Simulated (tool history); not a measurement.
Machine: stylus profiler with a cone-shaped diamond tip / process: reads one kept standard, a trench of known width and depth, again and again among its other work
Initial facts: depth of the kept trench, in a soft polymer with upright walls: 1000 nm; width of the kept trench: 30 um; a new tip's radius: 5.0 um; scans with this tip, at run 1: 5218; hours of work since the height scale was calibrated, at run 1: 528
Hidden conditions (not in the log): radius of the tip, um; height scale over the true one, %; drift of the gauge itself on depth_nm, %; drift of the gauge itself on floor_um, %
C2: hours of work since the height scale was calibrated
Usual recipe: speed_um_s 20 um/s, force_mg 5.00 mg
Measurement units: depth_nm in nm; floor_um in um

Run 1, hour 0.0: usual settings; scans with this tip 5218; C2 528. Result: depth_nm 1022.92 nm, floor_um 23.07 um.
Run 2, hour 20.6: usual settings but force_mg 1.82 mg; scans with this tip 5381; C2 545. Result: depth_nm 1010.31 nm, floor_um 22.97 um.
Run 3, hour 38.8: usual settings but force_mg 1.82 mg; scans with this tip 5524; C2 559. Result: depth_nm 1010.30 nm, floor_um 22.93 um.
Run 4, hour 60.2: usual settings but force_mg 1.82 mg; scans with this tip 5693; C2 576. Result: depth_nm 1009.88 nm, floor_um 22.90 um.
Run 5, hour 93.0: usual settings but force_mg 1.82 mg; scans with this tip 5951; C2 603. Result: depth_nm 1009.84 nm, floor_um 22.77 um.
Run 6, hour 127.2: usual settings but force_mg 1.82 mg; scans with this tip 6221; C2 630. Result: depth_nm 1009.48 nm, floor_um 22.80 um.
Run 7, hour 152.0: usual settings but force_mg 1.82 mg; scans with this tip 6417; C2 650. Result: depth_nm 1009.80 nm, floor_um 22.77 um.
Run 8, hour 190.0: usual settings but force_mg 1.82 mg; scans with this tip 6717; C2 680. Result: depth_nm 1009.08 nm, floor_um 22.71 um.
Run 9, hour 229.5: usual settings but force_mg 1.82 mg; scans with this tip 7028; C2 712. Result: depth_nm 1009.24 nm, floor_um 22.68 um.
Run 10, hour 250.4: usual settings but force_mg 6.50 mg; scans with this tip 7193; C2 728. Result: depth_nm 1026.59 nm, floor_um 22.67 um.
Run 11, hour 285.9: usual settings but speed_um_s 70 um/s; scans with this tip 7473; C2 757. Result: depth_nm 1022.14 nm, floor_um 22.41 um.
Run 12, hour 304.4: usual settings; scans with this tip 7619; C2 771. Result: depth_nm 1021.79 nm, floor_um 22.63 um.
Run 13, hour 326.3: usual settings; scans with this tip 7792; C2 789. Result: depth_nm 1021.57 nm, floor_um 22.60 um.
Run 14, hour 344.7: usual settings; scans with this tip 7937; C2 804. Result: depth_nm 1021.87 nm, floor_um 22.60 um.
Run 15, hour 364.8: usual settings; scans with this tip 8095; C2 820. Result: depth_nm 1021.41 nm, floor_um 22.55 um.
Run 16, hour 400.3: usual settings; scans with this tip 8376; C2 848. Result: depth_nm 1021.30 nm, floor_um 22.53 um.
Run 17, hour 423.7: usual settings; scans with this tip 8561; C2 867. Result: depth_nm 1021.44 nm, floor_um 22.44 um.
Run 18, hour 455.6: usual settings; scans with this tip 8812; C2 892. Result: depth_nm 1020.53 nm, floor_um 22.45 um.
Run 19, hour 488.2: usual settings; scans with this tip 9069; C2 918. Result: depth_nm 1021.16 nm, floor_um 22.39 um.
Run 20, hour 512.2: usual settings; scans with this tip 9259; C2 937. Result: depth_nm 1020.70 nm, floor_um 22.39 um.
Run 21, hour 528.3: usual settings but force_mg 3.16 mg; scans with this tip 9385; C2 950. Result: depth_nm 1014.00 nm, floor_um 22.33 um.
Run 22, hour 546.6: usual settings but force_mg 3.16 mg; scans with this tip 9530; C2 965. Result: depth_nm 1013.90 nm, floor_um 22.28 um.
Run 23, hour 569.8: usual settings but force_mg 3.16 mg; scans with this tip 9713; C2 983. Result: depth_nm 1014.23 nm, floor_um 22.23 um.
Run 24, hour 589.6: usual settings but force_mg 3.16 mg; scans with this tip 9869; C2 999. Result: depth_nm 1013.82 nm, floor_um 22.20 um.
Run 25, hour 610.4: usual settings but force_mg 4.80 mg; scans with this tip 10033; C2 1016. Result: depth_nm 1019.85 nm, floor_um 22.20 um.
Run 26, hour 641.0: usual settings but speed_um_s 32 um/s, force_mg 7.47 mg; scans with this tip 10274; C2 1040. Result: depth_nm 1028.18 nm, floor_um 22.13 um.
Run 27, hour 673.8: usual settings but speed_um_s 17 um/s, force_mg 7.88 mg; scans with this tip 10533; C2 1066. Result: depth_nm 1029.01 nm, floor_um 22.17 um.
Run 28, hour 696.7: usual settings but speed_um_s 10 um/s, force_mg 14.29 mg; scans with this tip 10714; C2 1085. Result: depth_nm 1046.22 nm, floor_um 22.20 um.
Run 29, hour 727.6: usual settings but speed_um_s 10 um/s, force_mg 14.29 mg; scans with this tip 10958; C2 1109. Result: depth_nm 1046.55 nm, floor_um 22.14 um.
Run 30, hour 763.6: usual settings but speed_um_s 10 um/s, force_mg 14.29 mg; scans with this tip 11242; C2 1138. Result: depth_nm 1045.83 nm, floor_um 22.15 um.
Run 31, hour 800.7: usual settings but speed_um_s 76 um/s, force_mg 4.02 mg; scans with this tip 11535; C2 1168. Result: depth_nm 1016.25 nm, floor_um 21.77 um.
Run 32, hour 828.6: usual settings but speed_um_s 76 um/s, force_mg 12.74 mg; scans with this tip 11754; C2 1190. Result: depth_nm 1042.03 nm, floor_um 21.89 um.
Run 33, hour 860.6: usual settings but speed_um_s 76 um/s, force_mg 12.74 mg; scans with this tip 12007; C2 1216. Result: depth_nm 1041.81 nm, floor_um 21.83 um.
At hour 874.2: new tip fitted, height scale calibrated.
Run 34, hour 888.9: usual settings but speed_um_s 59 um/s, force_mg 2.23 mg; scans with this tip 117; C2 12. Result: depth_nm 1014.85 nm, floor_um 23.74 um.
Run 35, hour 911.0: usual settings but speed_um_s 18 um/s, force_mg 5.11 mg; scans with this tip 291; C2 29. Result: depth_nm 1026.30 nm, floor_um 23.96 um.
Run 36, hour 935.1: usual settings but speed_um_s 18 um/s, force_mg 2.84 mg; scans with this tip 481; C2 49. Result: depth_nm 1017.65 nm, floor_um 23.87 um.
Run 37, hour 969.5: usual settings but speed_um_s 18 um/s, force_mg 2.84 mg; scans with this tip 753; C2 76. Result: depth_nm 1017.59 nm, floor_um 23.87 um.
Run 38, hour 998.2: usual settings but speed_um_s 5 um/s, force_mg 1.80 mg; scans with this tip 979; C2 99. Result: depth_nm 1012.45 nm, floor_um 23.86 um.
Run 39, hour 1033.0: usual settings but speed_um_s 6 um/s, force_mg 5.59 mg; scans with this tip 1254; C2 127. Result: depth_nm 1027.75 nm, floor_um 23.84 um.

Expected results for the next run?
Run 40, hour 1064.9: usual settings but speed_um_s 66 um/s, force_mg 8.64 mg; scans with this tip 1505; C2 152. Result: depth_nm ?, floor_um ?.

depth_nm: 1036.42 nm
floor_um: 23.58 um
Take away the tool's hidden state, keep the run-to-run variation as it was, and the same run would have given depth_nm 1037.14 nm, floor_um 23.77 um.
